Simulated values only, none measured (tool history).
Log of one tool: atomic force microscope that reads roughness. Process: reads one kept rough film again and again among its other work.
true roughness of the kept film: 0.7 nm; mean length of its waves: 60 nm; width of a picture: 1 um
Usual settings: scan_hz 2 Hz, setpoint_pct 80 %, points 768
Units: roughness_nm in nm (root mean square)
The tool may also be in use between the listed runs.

| run | hour | scan_hz | setpoint_pct | points | roughness_nm |
|---|---|---|---|---|---|
| 1 | 0 | 2 | 80 | 768 | 0.6118 |
|  | 10.3 | new tip fitted |
| 2 | 10.3 | 2 | 80 | 768 | 0.6281 |
| 3 | 21.6 | 2 | 80 | 768 | 0.6222 |
| 4 | 31.2 | 2 | 80 | 768 | 0.6211 |
| 5 | 39.1 | 2 | 80 | 768 | 0.6167 |
| 6 | 47.5 | 2 | 80 | 768 | 0.6142 |
| 7 | 61.2 | 2 | 80 | 696 | 0.6108 |
|  | 63.1 | new tip fitted |
| 8 | 73.4 | 2 | 80 | 768 | 0.6239 |
| 9 | 85.6 | 2 | 80 | 768 | 0.6202 |
| 10 | 93.3 | 2 | 80 | 768 | 0.6192 |
| 11 | 105.2 | 2 | 80 | 768 | 0.6145 |
|  | 115.6 | new tip fitted |
| 12 | 120.5 | 2 | 80 | 768 | 0.6266 |
| 13 | 131.1 | 2 | 80 | 768 | 0.6232 |
| 14 | 140.4 | 2 | 80 | 768 | 0.6203 |
| 15 | 152.2 | 2 | 80 | 768 | 0.6156 |
| 16 | 165.4 | 1.23 | 80 | 768 | 0.6365 |
|  | 167.9 | new tip fitted |
| 17 | 179.6 | 1.23 | 80 | 768 | 0.6503 |
|  | 181.8 | height scale calibrated on a step standard |
| 18 | 192.8 | 2 | 80 | 768 | 0.6212 |
| 19 | 199.8 | 2 | 80 | 768 | 0.62 |
| 20 | 214.9 | 2 | 80 | 768 | 0.6137 |
|  | 221.2 | new tip fitted |
| 21 | 223.9 | 2 | 87 | 768 | 0.6051 |
| 22 | 233.2 | 2 | 80 | 768 | 0.6241 |
| 23 | 239.8 | 0.57 | 80 | 297 | 0.6694 |
| 24 | 247.8 | 2 | 80 | 377 | 0.6189 |
| 25 | 263.6 | 3.53 | 80 | 680 | 0.5687 |
|  | 270.8 | height scale calibrated on a step standard, once more |
|  | 274.3 | new tip fitted |
| 26 | 276.2 | 2 | 62 | 379 | 0.665 |
| 27 | 288.7 | 3.3 | 80 | 311 | 0.5812 |
| 28 | 295.9 | 3.3 | 80 | 311 | 0.5803 |
| 29 | 303.2 | 3.3 | 80 | 311 | 0.5775 |
| 30 | 313.9 | 3.3 | 80 | 311 | 0.575 |
| 31 | 324.7 | 3.3 | 80 | 311 | 0.571 |
|  | 326.3 | new tip fitted |
| 32 | 339.9 | 3.3 | 80 | 311 | 0.584 |
| 33 | 346.8 | 0.73 | 77 | 768 | 0.6648 |
| 34 | 354 | 1.55 | 80 | 805 | 0.6332 |
| 35 | 365.7 | 1.55 | 80 | 805 | 0.6265 |
|  | 378.9 | new tip fitted |
| 36 | 379.3 | 1.55 | 80 | 805 | 0.64 |
| 37 | 391.8 | 1.1 | 63 | 644 | 0.6755 |
| 38 | 405 | 2 | 63 | 773 | 0.6584 |
| 39 | 419 | 2 | 63 | 773 | 0.6545 |
|  | 431.4 | new tip fitted |
| 40 | 433.7 | 1.73 | 64 | 431 | 0.6685 |
| 41 | 448.2 | 1.73 | 64 | 431 | 0.6634 |
| 42 | 455.5 | 2 | 73 | 976 | 0.6388 |
| 43 | 464.6 | 2 | 73 | 976 | 0.6363 |

5 ways to go on from here, each from the tool as it stands after run 43. What would each give?
| A | 478.2 | 3.36 | 73 | 791 | ? |
| B | 478.2 | 2 | 65 | 976 | ? |
| C | 478.2 | 2 | 78 | 976 | ? |
| D | 478.2 | 1.56 | 59 | 976 | ? |
| E | 478.2 | 1.35 | 73 | 976 | ? |

| run | roughness_nm |
|---|---|
| A | 0.6029 |
| B | 0.6469 |
| C | 0.6161 |
| D | 0.6635 |
| E | 0.6457 |
Without the tool's hidden state the same runs would have given:
| run | roughness_nm |
|---|---|
| A | 0.6162 |
| B | 0.6613 |
| C | 0.6297 |
| D | 0.6781 |
| E | 0.66 |
